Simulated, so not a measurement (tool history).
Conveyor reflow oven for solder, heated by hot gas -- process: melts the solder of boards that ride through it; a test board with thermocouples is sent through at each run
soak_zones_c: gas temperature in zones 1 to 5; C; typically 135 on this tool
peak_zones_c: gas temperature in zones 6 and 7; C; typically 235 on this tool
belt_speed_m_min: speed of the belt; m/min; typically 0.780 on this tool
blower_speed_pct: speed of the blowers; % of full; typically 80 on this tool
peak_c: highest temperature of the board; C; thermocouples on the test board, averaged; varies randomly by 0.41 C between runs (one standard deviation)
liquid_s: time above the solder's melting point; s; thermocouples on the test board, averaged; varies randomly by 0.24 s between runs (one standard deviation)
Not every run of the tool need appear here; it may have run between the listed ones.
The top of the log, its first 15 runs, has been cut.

Run 16, day 7.779: usual settings but peak_zones_c 233 C, blower_speed_pct 61 % of full. Result: peak_c 213.4 C, liquid_s 37.8 s.
Run 17, day 8.300: usual settings but peak_zones_c 233 C, blower_speed_pct 61 % of full. Result: peak_c 213.3 C, liquid_s 36.9 s.
Run 18, day 8.821: usual settings but peak_zones_c 233 C, blower_speed_pct 56 % of full. Result: peak_c 212.4 C, liquid_s 36.7 s.
Run 19, day 9.346: usual settings but peak_zones_c 233 C, blower_speed_pct 56 % of full. Result: peak_c 212.3 C, liquid_s 36.4 s.
Run 20, day 9.925: usual settings but soak_zones_c 141 C, peak_zones_c 247 C. Result: peak_c 228.2 C, liquid_s 47.0 s.
Run 21, day 10.358: usual settings but soak_zones_c 141 C, peak_zones_c 247 C. Result: peak_c 229.4 C, liquid_s 46.7 s.
Run 22, day 11.021: usual settings but soak_zones_c 141 C, peak_zones_c 247 C. Result: peak_c 229.0 C, liquid_s 46.2 s.
Run 23, day 11.646: usual settings but soak_zones_c 141 C, peak_zones_c 247 C, blower_speed_pct 86 % of full. Result: peak_c 229.0 C, liquid_s 47.2 s.
Run 24, day 12.096: usual settings but soak_zones_c 123 C, peak_zones_c 247 C, belt_speed_m_min 0.738 m/min, blower_speed_pct 64 % of full. Result: peak_c 225.1 C, liquid_s 44.2 s.
Run 25, day 12.496: usual settings but soak_zones_c 139 C, peak_zones_c 228 C, belt_speed_m_min 0.719 m/min, blower_speed_pct 64 % of full. Result: peak_c 211.0 C, liquid_s 41.3 s.
Run 26, day 13.133: usual settings but soak_zones_c 139 C, peak_zones_c 228 C, belt_speed_m_min 0.719 m/min, blower_speed_pct 64 % of full. Result: peak_c 212.0 C, liquid_s 41.4 s.
Run 27, day 13.746: usual settings but soak_zones_c 139 C, peak_zones_c 228 C, belt_speed_m_min 0.719 m/min, blower_speed_pct 64 % of full. Result: peak_c 212.3 C, liquid_s 41.3 s.
Run 28, day 14.192: usual settings but soak_zones_c 139 C, peak_zones_c 228 C, belt_speed_m_min 0.719 m/min, blower_speed_pct 64 % of full. Result: peak_c 211.0 C, liquid_s 41.0 s.
Run 29, day 14.688: usual settings but soak_zones_c 128 C, belt_speed_m_min 0.833 m/min. Result: peak_c 213.5 C, liquid_s 33.7 s.
Run 30, day 15.233: usual settings but soak_zones_c 128 C, blower_speed_pct 84 % of full. Result: peak_c 216.0 C, liquid_s 37.7 s.

5 options for the next run, each taken on its own from the tool as it stands now. Forecast them:
Run A, day 15.567: usual settings but soak_zones_c 131 C, peak_zones_c 243 C, blower_speed_pct 67 % of full. Result: peak_c ?, liquid_s ?.
Run B, day 15.567: usual settings but blower_speed_pct 52 % of full. Result: peak_c ?, liquid_s ?.
Run C, day 15.567: usual settings but peak_zones_c 234 C, blower_speed_pct 69 % of full. Result: peak_c ?, liquid_s ?.
Run D, day 15.567: usual settings but soak_zones_c 123 C, peak_zones_c 243 C, belt_speed_m_min 0.639 m/min. Result: peak_c ?, liquid_s ?.
Run E, day 15.567: usual settings but soak_zones_c 147 C, blower_speed_pct 88 % of full. Result: peak_c ?, liquid_s ?.

run  peak_c  liquid_s
  A   220.8      40.9
  B   212.4      35.5
  C   214.2      38.4
  D   228.8      52.7
  E   220.1      44.9
With the hidden condition removed and each run's random variation left untouched, the same runs would have given:
run  peak_c  liquid_s
  A   226.0      43.3
  B   217.0      38.5
  C   219.1      41.3
  D   233.6      54.8
  E   224.7      46.9
